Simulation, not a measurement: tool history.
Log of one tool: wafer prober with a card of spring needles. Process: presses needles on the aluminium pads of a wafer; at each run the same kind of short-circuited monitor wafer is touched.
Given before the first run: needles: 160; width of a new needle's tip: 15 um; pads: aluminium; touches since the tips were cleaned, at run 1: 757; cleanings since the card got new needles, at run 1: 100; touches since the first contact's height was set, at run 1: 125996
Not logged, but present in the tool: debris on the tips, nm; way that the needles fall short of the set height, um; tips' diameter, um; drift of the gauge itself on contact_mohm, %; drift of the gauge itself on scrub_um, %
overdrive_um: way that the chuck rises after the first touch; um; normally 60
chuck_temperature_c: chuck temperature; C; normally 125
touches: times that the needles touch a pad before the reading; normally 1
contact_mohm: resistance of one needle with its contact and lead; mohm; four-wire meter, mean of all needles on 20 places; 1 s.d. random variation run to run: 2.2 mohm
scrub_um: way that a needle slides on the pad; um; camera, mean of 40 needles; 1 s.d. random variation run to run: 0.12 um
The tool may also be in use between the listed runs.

run	hour	overdrive_um	chuck_temperature_c	touches	touches since the tips were cleaned	cleanings since the card got new needles	touches since the first contact's height was set	contact_mohm	scrub_um
1	0	60	125	1	757	100	125996	324	8.76
# hour 2.7: tips cleaned on abrasive film
# hour 6.5: tips cleaned on abrasive film
2	7.4	60	125	1	632	102	131116	308	8.7
# hour 10.1: tips cleaned on abrasive film
3	13.1	60	125	1	2131	103	135145	395	8.84
# hour 13.8: tips cleaned on abrasive film
# hour 18: tips cleaned on abrasive film
# hour 21.8: tips cleaned on abrasive film
4	22.3	60	125	1	378	106	141490	289	8.67
# hour 25.7: tips cleaned on abrasive film
5	27.1	60	88	1	1022	107	144831	329	8.61
# hour 29.3: tips cleaned on abrasive film
6	32.1	60	124	1	1970	108	148321	384	8.65
# hour 33.2: tips cleaned on abrasive film
# hour 37.5: tips cleaned on abrasive film
# hour 40.6: height of the first contact set anew
7	40.9	60	124	1	2253	110	242	368	9.54
# hour 41.8: tips cleaned on abrasive film
# hour 45.6: tips cleaned on abrasive film
# hour 49.5: tips cleaned on abrasive film
8	49.7	60	124	1	89	113	6238	265	9.49
# hour 53.2: tips cleaned on abrasive film
9	56.6	60	124	1	2414	114	11116	386	9.34
# hour 57.2: tips cleaned on abrasive film
# hour 61: tips cleaned on abrasive film
# hour 64.7: tips cleaned on abrasive film
10	64.7	60	124	1	0	117	16683	255	9.49
# hour 68.8: tips cleaned on abrasive film
11	71	60	124	1	1556	118	21089	349	9.33
# hour 72.5: tips cleaned on abrasive film
# hour 76.2: tips cleaned on abrasive film
12	76.5	60	124	1	224	120	24881	283	9.37
# hour 80.3: tips cleaned on abrasive film
# hour 83.9: tips cleaned on abrasive film
13	83.9	55	57	1	0	122	30051	247	8.6
# hour 88.2: tips cleaned on abrasive film
14	90.3	70	88	2	1463	123	34503	283	11.02
# hour 92: tips cleaned on abrasive film
# hour 95.7: tips cleaned on abrasive film
15	97.3	41	114	1	1133	125	39359	460	6.27
# hour 100: tips cleaned on abrasive film
# hour 104.1: tips cleaned on abrasive film
16	104.7	58	125	2	488	127	44542	273	8.87
# hour 108.4: tips cleaned on abrasive film
17	110.3	58	125	2	1391	128	48450	318	9.07
# hour 112.8: tips cleaned on abrasive film
# hour 116.7: tips cleaned on abrasive film
18	119.6	42	125	1	2066	130	54911	557	6.35
# hour 120.8: tips cleaned on abrasive film
# hour 124.9: tips cleaned on abrasive film
# hour 128.9: tips cleaned on abrasive film
19	129.4	48	108	2	304	133	61677	294	7.27
# hour 132.9: tips cleaned on abrasive film
20	134.7	48	107	2	1260	134	65394	352	7.17
# hour 136.6: tips cleaned on abrasive film
# hour 140.6: tips cleaned on abrasive film
21	143.8	44	125	2	2327	136	71779	409	6.65
# hour 144.4: tips cleaned on abrasive film
# hour 148.1: tips cleaned on abrasive film
# hour 152.4: tips cleaned on abrasive film
22	152.4	77	125	2	0	139	77661	248	11.71
# hour 156.1: tips cleaned on abrasive film
23	158.8	60	52	1	1910	140	82170	376	9.03

Estimate the outcome of run 24 from the log above:
# hour 159.9: tips cleaned on abrasive film
# hour 163.7: tips cleaned on abrasive film
24	164.9	60	52	1	849	142	86388	?	?

{"run 24": {"contact_mohm": 312, "scrub_um": 9.05}}
If the tool had no hidden condition, the same run with the same run-to-run variation would have returned contact_mohm 223 mohm, scrub_um 9.52 um.
